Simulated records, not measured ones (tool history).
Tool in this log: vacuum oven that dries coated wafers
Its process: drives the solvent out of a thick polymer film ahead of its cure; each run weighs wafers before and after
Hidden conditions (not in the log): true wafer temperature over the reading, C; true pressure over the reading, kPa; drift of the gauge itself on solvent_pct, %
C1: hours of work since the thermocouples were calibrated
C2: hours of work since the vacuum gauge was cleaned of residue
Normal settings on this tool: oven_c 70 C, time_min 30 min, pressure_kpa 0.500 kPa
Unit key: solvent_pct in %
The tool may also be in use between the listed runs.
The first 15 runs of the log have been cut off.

{"run": 16, "day": 15.8, "oven_c": 70, "time_min": 30, "pressure_kpa": 1.413, "C1": 303, "C2": 786, "solvent_pct": 2.52}
{"run": 17, "day": 17.15, "oven_c": 70, "time_min": 49, "pressure_kpa": 0.5, "C1": 317, "C2": 800, "solvent_pct": 0.76}
{"run": 18, "day": 18.05, "oven_c": 70, "time_min": 30, "pressure_kpa": 0.794, "C1": 326, "C2": 809, "solvent_pct": 2.24}
{"run": 19, "day": 19.188, "oven_c": 70, "time_min": 30, "pressure_kpa": 0.794, "C1": 338, "C2": 821, "solvent_pct": 2.26}
{"run": 20, "day": 20.05, "oven_c": 57, "time_min": 30, "pressure_kpa": 0.794, "C1": 347, "C2": 830, "solvent_pct": 7.36}
{"run": 21, "day": 21.246, "oven_c": 85, "time_min": 21, "pressure_kpa": 0.794, "C1": 360, "C2": 843, "solvent_pct": 0.68}
{"run": 22, "day": 22.633, "oven_c": 85, "time_min": 21, "pressure_kpa": 1.397, "C1": 374, "C2": 857, "solvent_pct": 0.81}
{"run": 23, "day": 23.471, "oven_c": 70, "time_min": 30, "pressure_kpa": 0.774, "C1": 383, "C2": 866, "solvent_pct": 2.22}
{"run": 24, "day": 24.421, "oven_c": 70, "time_min": 37, "pressure_kpa": 0.68, "C1": 393, "C2": 876, "solvent_pct": 1.45}
{"run": 25, "day": 25.196, "oven_c": 72, "time_min": 16, "pressure_kpa": 0.493, "C1": 401, "C2": 884, "solvent_pct": 4.96}
{"run": 26, "day": 26.317, "oven_c": 72, "time_min": 16, "pressure_kpa": 0.493, "C1": 413, "C2": 896, "solvent_pct": 4.98}
{"run": 27, "day": 27.654, "oven_c": 72, "time_min": 16, "pressure_kpa": 0.493, "C1": 427, "C2": 910, "solvent_pct": 4.94}
{"run": 28, "day": 28.325, "oven_c": 72, "time_min": 16, "pressure_kpa": 0.493, "C1": 434, "C2": 917, "solvent_pct": 4.93}
{"run": 29, "day": 29.542, "oven_c": 70, "time_min": 30, "pressure_kpa": 0.501, "C1": 447, "C2": 930, "solvent_pct": 2.1}
{"run": 30, "day": 31.038, "oven_c": 82, "time_min": 30, "pressure_kpa": 0.355, "C1": 463, "C2": 946, "solvent_pct": 0.36}
{"run": 31, "day": 32.542, "oven_c": 70, "time_min": 16, "pressure_kpa": 0.5, "C1": 479, "C2": 962, "solvent_pct": 5.76}
{"run": 32, "day": 33.858, "oven_c": 70, "time_min": 16, "pressure_kpa": 0.5, "C1": 492, "C2": 976, "solvent_pct": 5.8}
{"run": 33, "day": 34.783, "oven_c": 81, "time_min": 16, "pressure_kpa": 0.6, "C1": 502, "C2": 985, "solvent_pct": 2.04}
{"run": 34, "day": 36.108, "oven_c": 75, "time_min": 35, "pressure_kpa": 1.842, "C1": 516, "C2": 999, "solvent_pct": 1.21}
{"run": 35, "day": 36.808, "oven_c": 72, "time_min": 19, "pressure_kpa": 0.941, "C1": 523, "C2": 1007, "solvent_pct": 3.99}
{"run": 36, "day": 37.808, "oven_c": 72, "time_min": 19, "pressure_kpa": 0.941, "C1": 534, "C2": 1017, "solvent_pct": 3.98}
{"run": 37, "day": 38.983, "oven_c": 55, "time_min": 16, "pressure_kpa": 0.435, "C1": 546, "C2": 1029, "solvent_pct": 12.28}

What if the next run were any one of these 4? Each begins from the tool's condition after run 37:
{"run": "A", "day": 40.35, "oven_c": 55, "time_min": 27, "pressure_kpa": 0.435, "C1": 561, "C2": 1044, "solvent_pct": "?"}
{"run": "B", "day": 40.35, "oven_c": 73, "time_min": 16, "pressure_kpa": 0.902, "C1": 561, "C2": 1044, "solvent_pct": "?"}
{"run": "C", "day": 40.35, "oven_c": 55, "time_min": 16, "pressure_kpa": 0.68, "C1": 561, "C2": 1044, "solvent_pct": "?"}
{"run": "D", "day": 40.35, "oven_c": 70, "time_min": 53, "pressure_kpa": 1.249, "C1": 561, "C2": 1044, "solvent_pct": "?"}

run=A solvent_pct=8.83
run=B solvent_pct=4.63
run=C solvent_pct=12.52
run=D solvent_pct=0.97
The same runs, with their run-to-run variation unchanged, on a tool lacking any hidden condition would have given:
run=A solvent_pct=8.80
run=B solvent_pct=4.66
run=C solvent_pct=12.51
run=D solvent_pct=0.83
